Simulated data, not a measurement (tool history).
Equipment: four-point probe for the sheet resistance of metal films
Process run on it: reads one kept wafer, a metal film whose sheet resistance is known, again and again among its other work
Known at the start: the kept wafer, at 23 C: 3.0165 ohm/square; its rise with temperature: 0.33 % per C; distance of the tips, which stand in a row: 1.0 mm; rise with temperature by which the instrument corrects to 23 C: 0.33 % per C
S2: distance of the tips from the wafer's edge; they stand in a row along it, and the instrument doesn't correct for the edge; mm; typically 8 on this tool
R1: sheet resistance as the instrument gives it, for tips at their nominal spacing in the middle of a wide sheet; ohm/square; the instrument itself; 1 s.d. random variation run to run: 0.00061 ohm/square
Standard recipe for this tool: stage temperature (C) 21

{"run": 1, "hour": 0.0, "stage temperature (C)": 21, "S2": 8, "R1": 3.031301}
{"run": 2, "hour": 44.0, "stage temperature (C)": 21, "S2": 8, "R1": 3.031562}
{"run": 3, "hour": 78.7, "stage temperature (C)": 21, "S2": 8, "R1": 3.031658}
{"run": 4, "hour": 148.4, "stage temperature (C)": 21, "S2": 8, "R1": 3.031493}
{"run": 5, "hour": 206.5, "stage temperature (C)": 21, "S2": 3, "R1": 3.175297}
{"run": 6, "hour": 252.6, "stage temperature (C)": 21, "S2": 8, "R1": 3.029942}
{"hour": 256.6, "done": "stage's thermometer calibrated"}
{"run": 7, "hour": 304.4, "stage temperature (C)": 21, "S2": 8, "R1": 3.033529}
{"run": 8, "hour": 349.6, "stage temperature (C)": 21, "S2": 8, "R1": 3.032609}
{"run": 9, "hour": 391.1, "stage temperature (C)": 21, "S2": 8, "R1": 3.03143}
{"run": 10, "hour": 438.1, "stage temperature (C)": 21, "S2": 8, "R1": 3.032283}
{"run": 11, "hour": 504.3, "stage temperature (C)": 24, "S2": 8, "R1": 3.030845}
{"run": 12, "hour": 535.0, "stage temperature (C)": 21, "S2": 3, "R1": 3.176378}
{"run": 13, "hour": 577.1, "stage temperature (C)": 25, "S2": 15, "R1": 3.013673}
{"run": 14, "hour": 627.9, "stage temperature (C)": 25, "S2": 6, "R1": 3.050926}
{"hour": 634.0, "done": "stage's thermometer calibrated, once more"}
{"run": 15, "hour": 698.1, "stage temperature (C)": 25, "S2": 6, "R1": 3.040811}
{"run": 16, "hour": 760.4, "stage temperature (C)": 25, "S2": 6, "R1": 3.040438}
{"run": 17, "hour": 806.5, "stage temperature (C)": 24, "S2": 4, "R1": 3.093857}
{"run": 18, "hour": 871.4, "stage temperature (C)": 24, "S2": 4, "R1": 3.093023}
{"run": 19, "hour": 904.1, "stage temperature (C)": 25, "S2": 4, "R1": 3.094653}

Consider 3 possible next runs. They are alternatives, not a sequence: every one starts from the tool as it was left by run 19. What does each give?
{"run": "A", "hour": 954.6, "stage temperature (C)": 20, "S2": 12, "R1": "?"}
{"run": "B", "hour": 954.6, "stage temperature (C)": 23, "S2": 8, "R1": "?"}
{"run": "C", "hour": 954.6, "stage temperature (C)": 19, "S2": 4, "R1": "?"}

run=A R1=3.007285
run=B R1=3.021437
run=C R1=3.091974
Take away the tool's hidden state, keep each run's random variation, and the runs would have read:
run=A R1=3.02824
run=B R1=3.042485
run=C R1=3.11347
